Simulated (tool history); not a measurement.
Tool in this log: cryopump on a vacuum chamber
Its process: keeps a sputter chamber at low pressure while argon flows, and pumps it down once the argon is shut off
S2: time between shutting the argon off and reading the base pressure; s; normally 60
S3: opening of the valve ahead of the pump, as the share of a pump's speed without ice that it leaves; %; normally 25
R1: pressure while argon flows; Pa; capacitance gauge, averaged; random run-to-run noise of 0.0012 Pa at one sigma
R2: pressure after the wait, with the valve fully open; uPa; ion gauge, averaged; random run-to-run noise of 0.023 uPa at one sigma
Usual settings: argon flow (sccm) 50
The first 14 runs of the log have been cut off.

At hour 1044.1: pump warmed up, emptied and cooled again.
Run 15, hour 1128.9: usual settings but S3 41 %. Result: R1 0.1701 Pa, R2 0.97 uPa.
Run 16, hour 1215.7: usual settings but S3 41 %. Result: R1 0.1728 Pa, R2 0.93 uPa.
Run 17, hour 1329.9: usual settings. Result: R1 0.2806 Pa, R2 0.99 uPa.
Run 18, hour 1379.1: usual settings but argon flow (sccm) 66, S2 24 s, S3 47 %. Result: R1 0.2032 Pa, R2 1.67 uPa.
Run 19, hour 1457.8: usual settings but argon flow (sccm) 66, S2 24 s, S3 47 %. Result: R1 0.2059 Pa, R2 1.75 uPa.
Run 20, hour 1566.1: usual settings but argon flow (sccm) 66, S2 24 s, S3 47 %. Result: R1 0.2106 Pa, R2 1.74 uPa.
Run 21, hour 1638.7: usual settings but argon flow (sccm) 66, S2 24 s, S3 47 %. Result: R1 0.2131 Pa, R2 1.76 uPa.
Run 22, hour 1707.4: usual settings but S2 24 s. Result: R1 0.2898 Pa, R2 1.76 uPa.
Run 23, hour 1770.3: usual settings but S2 273 s. Result: R1 0.2909 Pa, R2 0.76 uPa.

Forecast run 24:
Run 24, hour 1858.4: usual settings but argon flow (sccm) 25, S2 48 s. Result: R1 ?, R2 ?.

{"run 24": {"R1": 0.1469, "R2": 1.22}}
On a tool with no hidden condition, and with the same random variation, this run would have come out at R1 0.1372 Pa, R2 0.8 uPa.
